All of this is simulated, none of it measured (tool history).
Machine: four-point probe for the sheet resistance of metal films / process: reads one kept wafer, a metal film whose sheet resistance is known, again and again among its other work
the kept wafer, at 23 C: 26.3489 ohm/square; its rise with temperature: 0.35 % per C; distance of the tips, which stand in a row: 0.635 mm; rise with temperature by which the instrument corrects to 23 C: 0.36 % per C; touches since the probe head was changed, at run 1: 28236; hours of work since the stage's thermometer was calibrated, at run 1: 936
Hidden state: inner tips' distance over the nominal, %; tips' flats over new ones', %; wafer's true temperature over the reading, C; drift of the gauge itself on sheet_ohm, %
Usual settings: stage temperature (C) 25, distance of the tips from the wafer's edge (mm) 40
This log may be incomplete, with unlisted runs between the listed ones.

| run | hour | stage temperature (C) | distance of the tips from the wafer's edge (mm) | touches since the probe head was changed | hours of work since the stage's thermometer was calibrated | sheet resistance as the instrument gives it (ohm/square) |
|---|---|---|---|---|---|---|
| 1 | 0 | 25 | 40 | 28236 | 936 | 26.319383 |
| 2 | 9.3 | 25 | 40 | 28539 | 942 | 26.313736 |
| 3 | 23.7 | 25 | 40 | 29009 | 951 | 26.304714 |
| 4 | 39.9 | 25 | 40 | 29539 | 962 | 26.315944 |
| 5 | 49.2 | 25 | 40 | 29844 | 968 | 26.309141 |
| 6 | 68.6 | 28 | 40 | 30479 | 980 | 26.309827 |
| 7 | 85.3 | 28 | 40 | 31023 | 991 | 26.313503 |
| 8 | 100 | 28 | 40 | 31503 | 1000 | 26.303885 |
| 9 | 116.6 | 25 | 12 | 32045 | 1010 | 26.350555 |
| 10 | 128.2 | 22 | 12 | 32425 | 1018 | 26.358177 |
| 11 | 144.7 | 22 | 12 | 32963 | 1028 | 26.354029 |
| 12 | 165.9 | 25 | 40 | 33657 | 1042 | 26.327706 |
|  | 168 | stage's thermometer calibrated |
| 13 | 178.8 | 25 | 40 | 34062 | 7 | 26.318633 |
| 14 | 188.2 | 25 | 40 | 34368 | 13 | 26.312027 |
| 15 | 208.2 | 25 | 40 | 35021 | 26 | 26.313272 |
|  | 217.4 | stage's thermometer calibrated, once more |
| 16 | 217.4 | 25 | 40 | 35307 | 0 | 26.329084 |
| 17 | 233.9 | 25 | 40 | 35846 | 10 | 26.327988 |
| 18 | 254.6 | 25 | 40 | 36520 | 24 | 26.331566 |
| 19 | 267.3 | 25 | 40 | 36937 | 32 | 26.322834 |
| 20 | 287.3 | 25 | 40 | 37588 | 44 | 26.321095 |
| 21 | 305.5 | 30 | 8 | 38185 | 56 | 26.397041 |
| 22 | 327.3 | 19 | 8 | 38896 | 70 | 26.419954 |
| 23 | 340.2 | 19 | 8 | 39318 | 78 | 26.441132 |
| 24 | 352.6 | 21 | 5 | 39725 | 86 | 26.561755 |
| 25 | 365.9 | 33 | 7 | 40156 | 94 | 26.409599 |
| 26 | 383.8 | 33 | 8 | 40743 | 106 | 26.388716 |
| 27 | 401.8 | 33 | 8 | 41331 | 117 | 26.391108 |
| 28 | 415.5 | 33 | 8 | 41778 | 126 | 26.397147 |
| 29 | 433.6 | 24 | 40 | 42371 | 137 | 26.330786 |
| 30 | 443.3 | 29 | 40 | 42685 | 143 | 26.312984 |
| 31 | 456.9 | 31 | 38 | 43130 | 152 | 26.319858 |
| 32 | 471.4 | 25 | 12 | 43605 | 161 | 26.36746 |
| 33 | 492.5 | 25 | 12 | 44292 | 175 | 26.361045 |
| 34 | 513 | 18 | 23 | 44964 | 188 | 26.363058 |
| 35 | 525.6 | 29 | 4 | 45376 | 196 | 26.672825 |
| 36 | 543.4 | 21 | 17 | 45955 | 207 | 26.360107 |
| 37 | 563.6 | 20 | 48 | 46615 | 220 | 26.354576 |

Alternative continuations, all from the tool just after run 37; predict every row:
| A | 584.1 | 22 | 5 | 47286 | 233 | ? |
| B | 584.1 | 29 | 4 | 47286 | 233 | ? |
| C | 584.1 | 25 | 69 | 47286 | 233 | ? |
| D | 584.1 | 24 | 48 | 47286 | 233 | ? |
| E | 584.1 | 20 | 6 | 47286 | 233 | ? |

| run | sheet resistance as the instrument gives it (ohm/square) |
|---|---|
| A | 26.564653 |
| B | 26.673853 |
| C | 26.332893 |
| D | 26.344669 |
| E | 26.502303 |
Without the tool's hidden state the same runs would have given:
| run | sheet resistance as the instrument gives it (ohm/square) |
|---|---|
| A | 26.578358 |
| B | 26.687539 |
| C | 26.346455 |
| D | 26.358247 |
| E | 26.515998 |

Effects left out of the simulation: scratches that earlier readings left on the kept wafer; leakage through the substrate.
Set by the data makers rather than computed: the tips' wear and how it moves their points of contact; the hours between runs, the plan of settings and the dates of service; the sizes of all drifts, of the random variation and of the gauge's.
